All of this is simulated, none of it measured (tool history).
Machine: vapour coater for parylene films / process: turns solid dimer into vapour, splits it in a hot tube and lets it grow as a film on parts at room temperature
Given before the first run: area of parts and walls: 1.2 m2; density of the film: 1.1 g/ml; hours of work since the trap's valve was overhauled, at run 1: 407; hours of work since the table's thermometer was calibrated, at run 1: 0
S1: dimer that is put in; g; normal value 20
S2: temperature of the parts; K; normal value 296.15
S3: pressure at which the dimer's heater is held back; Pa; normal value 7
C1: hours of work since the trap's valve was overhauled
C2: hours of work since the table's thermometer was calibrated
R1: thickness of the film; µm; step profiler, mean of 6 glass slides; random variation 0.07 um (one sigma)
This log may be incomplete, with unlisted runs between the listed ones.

{"run": 1, "hour": 0.0, "S1": 20, "S2": 296.15, "S3": 7, "C1": 407, "C2": 0, "R1": 8.01}
{"run": 2, "hour": 31.2, "S1": 20, "S2": 296.15, "S3": 7, "C1": 433, "C2": 27, "R1": 7.79}
{"run": 3, "hour": 82.3, "S1": 20, "S2": 296.15, "S3": 7, "C1": 477, "C2": 70, "R1": 7.83}
{"run": 4, "hour": 136.4, "S1": 20, "S2": 296.15, "S3": 5.26, "C1": 523, "C2": 116, "R1": 8.42}
{"run": 5, "hour": 177.2, "S1": 20, "S2": 296.15, "S3": 5.26, "C1": 558, "C2": 151, "R1": 8.25}
{"run": 6, "hour": 222.3, "S1": 20, "S2": 296.15, "S3": 7, "C1": 596, "C2": 189, "R1": 7.78}
{"run": 7, "hour": 246.7, "S1": 20, "S2": 292.15, "S3": 7, "C1": 617, "C2": 210, "R1": 8.87}
{"hour": 281.8, "done": "trap's valve overhauled"}
{"run": 8, "hour": 293.7, "S1": 20, "S2": 292.15, "S3": 7, "C1": 10, "C2": 247, "R1": 8.46}
{"run": 9, "hour": 345.1, "S1": 20, "S2": 296.15, "S3": 7, "C1": 54, "C2": 290, "R1": 7.59}
{"hour": 382.4, "done": "trap's valve overhauled, once more"}
{"run": 10, "hour": 403.6, "S1": 20, "S2": 296.15, "S3": 7, "C1": 18, "C2": 337, "R1": 8.45}
{"run": 11, "hour": 451.5, "S1": 20, "S2": 296.15, "S3": 7, "C1": 59, "C2": 378, "R1": 8.48}
{"run": 12, "hour": 476.3, "S1": 17, "S2": 296.15, "S3": 7, "C1": 80, "C2": 399, "R1": 7.06}
{"run": 13, "hour": 511.4, "S1": 17, "S2": 296.15, "S3": 7, "C1": 110, "C2": 429, "R1": 7.14}
{"run": 14, "hour": 546.7, "S1": 17, "S2": 296.15, "S3": 7, "C1": 140, "C2": 459, "R1": 7.08}
{"run": 15, "hour": 590.1, "S1": 29, "S2": 296.15, "S3": 7, "C1": 177, "C2": 496, "R1": 11.89}
{"run": 16, "hour": 625.5, "S1": 29, "S2": 296.15, "S3": 11.4, "C1": 207, "C2": 526, "R1": 10.56}
{"run": 17, "hour": 663.5, "S1": 29, "S2": 296.15, "S3": 11.4, "C1": 239, "C2": 558, "R1": 10.69}
{"run": 18, "hour": 708.3, "S1": 10, "S2": 296.15, "S3": 9.85, "C1": 277, "C2": 596, "R1": 3.78}
{"run": 19, "hour": 743.3, "S1": 10, "S2": 296.15, "S3": 9.85, "C1": 307, "C2": 626, "R1": 3.74}
{"run": 20, "hour": 796.0, "S1": 10, "S2": 296.15, "S3": 4.6, "C1": 352, "C2": 671, "R1": 4.43}
{"run": 21, "hour": 844.4, "S1": 20, "S2": 290.15, "S3": 2.67, "C1": 393, "C2": 712, "R1": 12.12}
{"run": 22, "hour": 878.4, "S1": 22, "S2": 296.15, "S3": 7, "C1": 422, "C2": 741, "R1": 8.75}
{"run": 23, "hour": 929.8, "S1": 34, "S2": 301.15, "S3": 9.65, "C1": 466, "C2": 785, "R1": 10.57}
{"run": 24, "hour": 983.2, "S1": 34, "S2": 301.15, "S3": 9.65, "C1": 511, "C2": 830, "R1": 10.5}
{"run": 25, "hour": 1029.3, "S1": 11, "S2": 288.15, "S3": 10.85, "C1": 551, "C2": 869, "R1": 5.09}

5 ways to go on from here, each from the tool as it stands after run 25. What would each give?
{"run": "A", "hour": 1057.9, "S1": 20, "S2": 303.15, "S3": 7, "C1": 575, "C2": 894, "R1": "?"}
{"run": "B", "hour": 1057.9, "S1": 20, "S2": 298.15, "S3": 7, "C1": 575, "C2": 894, "R1": "?"}
{"run": "C", "hour": 1057.9, "S1": 17, "S2": 288.15, "S3": 2.36, "C1": 575, "C2": 894, "R1": "?"}
{"run": "D", "hour": 1057.9, "S1": 19, "S2": 293.15, "S3": 4.07, "C1": 575, "C2": 894, "R1": "?"}
{"run": "E", "hour": 1057.9, "S1": 10, "S2": 290.15, "S3": 2.37, "C1": 575, "C2": 894, "R1": "?"}

run=A R1=6.25
run=B R1=7.26
run=C R1=11.18
run=D R1=9.21
run=E R1=6.13
With the hidden condition removed and each run's random variation left untouched, the same runs would have given:
run=A R1=6.77
run=B R1=7.87
run=C R1=12.12
run=D R1=9.97
run=E R1=6.64
